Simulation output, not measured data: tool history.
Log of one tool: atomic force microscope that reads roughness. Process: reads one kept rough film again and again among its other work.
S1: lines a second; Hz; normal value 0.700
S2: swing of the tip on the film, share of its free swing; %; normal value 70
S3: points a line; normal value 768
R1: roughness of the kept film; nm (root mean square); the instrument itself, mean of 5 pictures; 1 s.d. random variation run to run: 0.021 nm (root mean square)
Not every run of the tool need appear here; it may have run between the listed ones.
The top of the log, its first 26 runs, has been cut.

run 27 day=8.983 | S1=1.469 S2=74 S3=749 | R1=4.568
-- day=9.088 new tip fitted
run 28 day=9.483 | S1=1.361 S2=72 S3=671 | R1=5.026
run 29 day=9.821 | S1=0.700 S2=70 S3=528 | R1=5.203
run 30 day=10.317 | S1=0.700 S2=70 S3=528 | R1=5.171
run 31 day=10.742 | S1=0.700 S2=70 S3=528 | R1=5.132
run 32 day=11.071 | S1=0.700 S2=70 S3=528 | R1=5.135
run 33 day=11.512 | S1=3.042 S2=70 S3=360 | R1=4.636
run 34 day=12.033 | S1=3.006 S2=83 S3=788 | R1=4.166

Consider 5 possible next runs. They are alternatives, not a sequence: every one starts from the tool as it was left by run 34. What does each give?
run A day=12.288 | S1=1.244 S2=59 S3=385 | R1=?
run B day=12.288 | S1=0.590 S2=73 S3=465 | R1=?
run C day=12.288 | S1=2.015 S2=56 S3=652 | R1=?
run D day=12.288 | S1=3.006 S2=83 S3=681 | R1=?
run E day=12.288 | S1=1.339 S2=64 S3=663 | R1=?

run=A R1=5.090
run=B R1=5.021
run=C R1=5.053
run=D R1=4.172
run=E R1=5.029
Stripped of hidden state, with their random variation kept, the same runs would have yielded:
run=A R1=5.239
run=B R1=5.167
run=C R1=5.200
run=D R1=4.293
run=E R1=5.175

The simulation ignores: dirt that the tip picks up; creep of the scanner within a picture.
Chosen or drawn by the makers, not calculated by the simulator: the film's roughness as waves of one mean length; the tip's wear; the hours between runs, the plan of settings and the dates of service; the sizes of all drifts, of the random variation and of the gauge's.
